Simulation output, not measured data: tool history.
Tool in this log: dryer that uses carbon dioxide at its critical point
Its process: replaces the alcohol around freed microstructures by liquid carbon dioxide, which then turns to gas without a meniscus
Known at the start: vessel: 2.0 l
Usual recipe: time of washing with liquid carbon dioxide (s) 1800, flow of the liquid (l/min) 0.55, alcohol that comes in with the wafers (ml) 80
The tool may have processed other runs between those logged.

run,hour,time of washing with liquid carbon dioxide (s),flow of the liquid (l/min),alcohol that comes in with the wafers (ml),alcohol left in the vessel before it's heated (ppm by volume)
1,0,1800,0.55,80,35
2,21.7,1800,0.55,80,41
3,37.3,1800,0.55,80,47
4,58,1800,0.55,80,53
5,74.5,1800,0.55,80,36
6,91.6,1800,0.55,80,43
7,103,1800,0.55,80,48
8,122.2,1800,0.55,29,39
9,134.4,1800,0.55,80,47
10,144.3,1800,0.55,80,53
11,159,1800,0.55,37,43
12,179.9,1800,0.55,80,55
13,201.6,1800,0.55,80,58
14,222.1,1800,0.55,80,55
15,234.3,1800,0.55,80,64
16,255.2,1800,0.55,80,61
17,268.3,1800,0.55,80,77
18,282,1800,0.55,80,67
19,296.3,1800,0.55,80,70
20,306.6,1200,0.565,46,208
21,326.6,2100,0.497,46,58
22,336.9,1140,0.706,39,101
23,356.5,1380,0.645,44,85
24,366.1,2580,0.62,44,47
25,379.9,1440,0.55,82,190
26,397.6,1800,0.721,95,63
27,410.2,1200,0.437,52,695
28,430.4,1140,0.55,63,392
29,446.7,1800,0.55,72,81
30,468.2,1800,0.55,72,95
31,489,2340,0.55,87,82
32,504.3,1920,0.55,56,86
33,517.5,1920,0.55,56,77
34,526.4,1920,0.55,56,81
35,538.5,1800,0.628,80,79
36,553.4,1800,0.628,80,81
37,573.9,1260,0.542,98,494
38,587,1260,0.542,98,492

Below are 5 alternative next runs, each starting from the tool's condition after run 38. Predict each:
A,603.3,2100,0.555,47,?
B,603.3,1800,0.576,80,?
C,603.3,1200,0.879,80,?
D,603.3,1380,0.782,69,?
E,603.3,2460,0.419,28,?

run,alcohol left in the vessel before it's heated (ppm by volume)
A,74
B,99
C,96
D,85
E,79
Take away the tool's hidden state, keep each run's random variation, and the runs would have read:
run,alcohol left in the vessel before it's heated (ppm by volume)
A,0
B,12
C,15
D,6
E,2
